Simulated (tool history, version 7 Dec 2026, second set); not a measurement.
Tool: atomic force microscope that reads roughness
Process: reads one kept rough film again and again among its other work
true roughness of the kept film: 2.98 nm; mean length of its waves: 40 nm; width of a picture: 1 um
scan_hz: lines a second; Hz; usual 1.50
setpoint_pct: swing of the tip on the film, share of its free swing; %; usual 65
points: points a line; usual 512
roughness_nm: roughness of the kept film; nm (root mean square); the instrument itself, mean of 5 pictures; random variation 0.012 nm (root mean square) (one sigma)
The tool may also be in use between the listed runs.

run,hour,scan_hz,setpoint_pct,points,roughness_nm
1,0.0,1.50,65,512,2.811
2,13.8,1.50,65,876,2.792
3,23.7,1.50,65,512,2.763
4,35.2,1.50,65,512,2.758
5,45.2,1.25,65,512,2.783
6,61.4,1.25,65,512,2.753
7,73.4,1.50,58,512,2.762
8,82.6,1.50,58,512,2.773
9,98.4,1.50,58,512,2.739
10,108.6,1.50,58,512,2.732
11,126.7,1.50,65,512,2.703
12,140.8,1.50,66,512,2.680
13,153.7,1.50,66,512,2.664
14,165.1,1.50,66,512,2.662
15,176.5,1.50,65,407,2.666
16,194.4,1.50,65,407,2.661
# hour 196.5: new tip fitted
17,213.8,1.50,65,407,2.788
18,229.9,1.10,65,512,2.814
19,243.9,1.10,65,512,2.779
20,262.6,1.10,65,512,2.756
21,272.3,1.10,65,512,2.762
22,292.3,2.88,65,512,2.651
23,306.4,2.88,62,512,2.684
24,315.7,2.88,62,512,2.660
25,331.4,2.88,62,512,2.655
26,339.9,1.50,65,512,2.685
27,358.0,1.50,65,512,2.677
28,373.8,2.11,71,512,2.602
29,388.5,1.89,87,711,2.478
# hour 405.0: new tip fitted
30,409.7,1.45,68,354,2.783
31,424.2,1.50,67,512,2.777
32,433.3,0.75,70,512,2.808
33,446.7,1.50,65,553,2.780
34,465.4,1.50,65,553,2.756
35,479.7,1.50,65,553,2.730
36,496.2,0.61,58,479,2.796
37,513.7,0.61,58,479,2.776
38,525.7,0.94,70,483,2.727
39,541.0,0.94,70,483,2.716
40,561.8,0.94,72,483,2.719
41,578.6,0.94,72,483,2.678
42,598.2,3.26,84,379,2.372
# hour 613.3: new tip fitted
43,614.3,3.26,84,379,2.503
44,629.1,1.75,65,512,2.812
45,640.7,1.75,65,512,2.775
46,656.0,1.05,71,651,2.787
47,675.1,0.71,65,315,2.793
48,695.3,0.82,65,287,2.746
49,710.4,3.26,65,512,2.663
50,720.7,0.78,79,512,2.734
51,735.3,0.78,73,512,2.714
52,748.3,2.60,78,512,2.568

4 ways to go on from here, each from the tool as it stands after run 52. What would each give?
A,768.4,0.79,84,512,?
B,768.4,1.50,66,600,?
C,768.4,0.68,65,512,?
D,768.4,0.79,86,790,?

run,roughness_nm
A,2.658
B,2.680
C,2.725
D,2.658
Without the tool's hidden state the same runs would have given:
run,roughness_nm
A,2.763
B,2.786
C,2.833
D,2.763

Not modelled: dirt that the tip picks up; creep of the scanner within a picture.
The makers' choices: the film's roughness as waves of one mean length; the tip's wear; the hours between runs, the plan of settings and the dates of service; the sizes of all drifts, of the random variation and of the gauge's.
